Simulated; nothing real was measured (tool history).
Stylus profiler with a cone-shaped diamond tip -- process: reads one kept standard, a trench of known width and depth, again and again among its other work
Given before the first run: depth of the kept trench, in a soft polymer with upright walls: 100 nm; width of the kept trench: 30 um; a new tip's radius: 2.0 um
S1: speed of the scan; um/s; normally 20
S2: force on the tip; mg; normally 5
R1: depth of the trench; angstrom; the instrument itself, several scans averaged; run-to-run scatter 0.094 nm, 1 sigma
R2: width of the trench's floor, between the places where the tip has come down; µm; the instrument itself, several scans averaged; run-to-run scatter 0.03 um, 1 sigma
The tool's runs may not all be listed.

| run | hour | S1 | S2 | R1 | R2 |
|---|---|---|---|---|---|
| 1 | 0 | 20 | 5 | 1021.2 | 28.69 |
| 2 | 26.3 | 25 | 5 | 1022.1 | 28.7 |
| 3 | 54.7 | 25 | 5 | 1021.6 | 28.7 |
| 4 | 72.8 | 25 | 5 | 1022.4 | 28.68 |
| 5 | 103 | 25 | 5 | 1021.9 | 28.73 |
| 6 | 119.5 | 20 | 2.54 | 1012.7 | 28.69 |
| 7 | 143.4 | 20 | 5 | 1022.6 | 28.7 |
| 8 | 171 | 20 | 5 | 1022 | 28.71 |
| 9 | 201.9 | 20 | 5 | 1022 | 28.68 |
| 10 | 231 | 20 | 5 | 1023 | 28.66 |
| 11 | 263.7 | 7 | 4.25 | 1021.9 | 28.68 |
| 12 | 288.1 | 5 | 2.33 | 1015.3 | 28.69 |
| 13 | 301.5 | 5 | 2.33 | 1013.2 | 28.68 |
| 14 | 324.1 | 34 | 6.34 | 1026 | 28.61 |
| 15 | 346.9 | 28 | 5.18 | 1023.8 | 28.64 |
| 16 | 371 | 28 | 5.18 | 1022.8 | 28.7 |
| 17 | 388.4 | 29 | 7.06 | 1028.3 | 28.68 |
| 18 | 421.1 | 22 | 10.27 | 1036.8 | 28.66 |
| 19 | 444.8 | 20 | 8.71 | 1033.4 | 28.62 |
| 20 | 460.3 | 47 | 2.66 | 1015.1 | 28.53 |

3 ways to go on from here, each from the tool as it stands after run 20. What would each give?
| A | 478.1 | 14 | 2.22 | ? | ? |
| B | 478.1 | 7 | 6.69 | ? | ? |
| C | 478.1 | 39 | 13.72 | ? | ? |

| run | R1 | R2 |
|---|---|---|
| A | 1013.3 | 28.66 |
| B | 1026.7 | 28.68 |
| C | 1045.7 | 28.67 |
Without the tool's unlogged condition, the same runs would have read:
| run | R1 | R2 |
|---|---|---|
| A | 1012.4 | 28.73 |
| B | 1025.7 | 28.75 |
| C | 1044.7 | 28.74 |
